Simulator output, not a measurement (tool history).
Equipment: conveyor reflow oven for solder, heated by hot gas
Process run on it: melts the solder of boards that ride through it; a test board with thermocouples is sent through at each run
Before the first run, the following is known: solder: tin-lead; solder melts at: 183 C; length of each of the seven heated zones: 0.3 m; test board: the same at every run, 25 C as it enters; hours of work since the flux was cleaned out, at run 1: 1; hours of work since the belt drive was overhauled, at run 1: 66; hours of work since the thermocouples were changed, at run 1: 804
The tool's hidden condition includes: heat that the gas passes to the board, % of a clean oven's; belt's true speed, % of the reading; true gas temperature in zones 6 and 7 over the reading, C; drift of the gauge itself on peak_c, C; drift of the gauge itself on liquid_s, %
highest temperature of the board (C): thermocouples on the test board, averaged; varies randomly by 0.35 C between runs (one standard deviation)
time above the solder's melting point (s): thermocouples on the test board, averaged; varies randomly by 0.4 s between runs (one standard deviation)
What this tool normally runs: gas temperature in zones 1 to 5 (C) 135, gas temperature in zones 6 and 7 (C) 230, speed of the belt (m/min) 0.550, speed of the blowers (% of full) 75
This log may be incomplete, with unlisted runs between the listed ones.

run	day	gas temperature in zones 1 to 5 (C)	gas temperature in zones 6 and 7 (C)	speed of the belt (m/min)	speed of the blowers (% of full)	hours of work since the flux was cleaned out	hours of work since the belt drive was overhauled	hours of work since the thermocouples were changed	highest temperature of the board (C)	time above the solder's melting point (s)
1	0.000	135	230	0.550	75	1	66	804	217.9	49.1
2	0.275	135	230	0.550	75	5	70	809	218.0	48.9
3	0.471	135	230	0.550	75	8	73	812	218.2	49.3
4	0.779	135	230	0.550	75	13	78	816	218.0	49.7
5	1.075	135	230	0.550	75	17	82	821	218.0	49.4
6	1.458	135	230	0.550	75	23	88	827	218.1	48.2
7	1.779	135	230	0.540	75	28	93	832	218.7	50.0
8	2.154	135	230	0.550	75	34	99	838	217.6	49.2
9	2.383	135	230	0.550	75	38	103	841	217.6	50.8
# day 2.675: thermocouples of zones 6 and 7 changed
10	2.688	141	230	0.550	75	41	106	0	216.5	50.1
11	2.988	135	230	0.458	75	46	111	5	221.0	61.6
12	3.325	135	230	0.458	75	51	116	10	219.8	62.4
13	3.708	135	230	0.550	75	57	122	16	216.1	47.9
14	3.929	135	230	0.550	75	60	125	19	216.1	47.9
15	4.238	125	230	0.550	75	65	130	24	214.3	44.3
16	4.508	140	238	0.550	75	69	134	28	223.2	53.4
17	4.729	140	238	0.569	75	73	138	32	222.1	51.1
18	4.938	140	244	0.505	56	76	141	35	225.9	59.7
19	5.250	130	223	0.504	53	81	146	40	204.5	39.9
20	5.612	130	223	0.504	53	86	151	45	204.8	39.9
21	5.842	130	223	0.504	53	90	155	49	205.2	39.8
22	6.096	145	233	0.550	59	94	159	53	215.9	49.8
23	6.317	141	225	0.542	75	97	162	56	212.2	47.8
24	6.700	141	225	0.593	75	103	168	62	211.0	41.5
25	7.008	141	225	0.593	75	108	173	67	209.8	42.0
26	7.192	122	225	0.637	75	111	176	70	204.4	29.6
27	7.588	128	241	0.542	50	117	182	76	215.0	45.3
28	7.825	147	225	0.645	66	121	186	80	206.5	36.2
29	8.017	147	225	0.645	66	124	189	83	206.3	36.5

4 ways to go on from here, each from the tool as it stands after run 29. What would each give?
A	8.288	135	230	0.525	75	128	193	87	?	?
B	8.288	147	230	0.550	75	128	193	87	?	?
C	8.288	140	230	0.550	87	128	193	87	?	?
D	8.288	147	225	0.645	64	128	193	87	?	?

run	highest temperature of the board (C)	time above the solder's melting point (s)
A	217.0	51.4
B	217.7	53.3
C	218.5	51.8
D	205.8	36.2
Without the tool's hidden state the same runs would have given:
run	highest temperature of the board (C)	time above the solder's melting point (s)
A	217.7	51.9
B	218.4	53.6
C	219.3	52.1
D	206.5	36.8
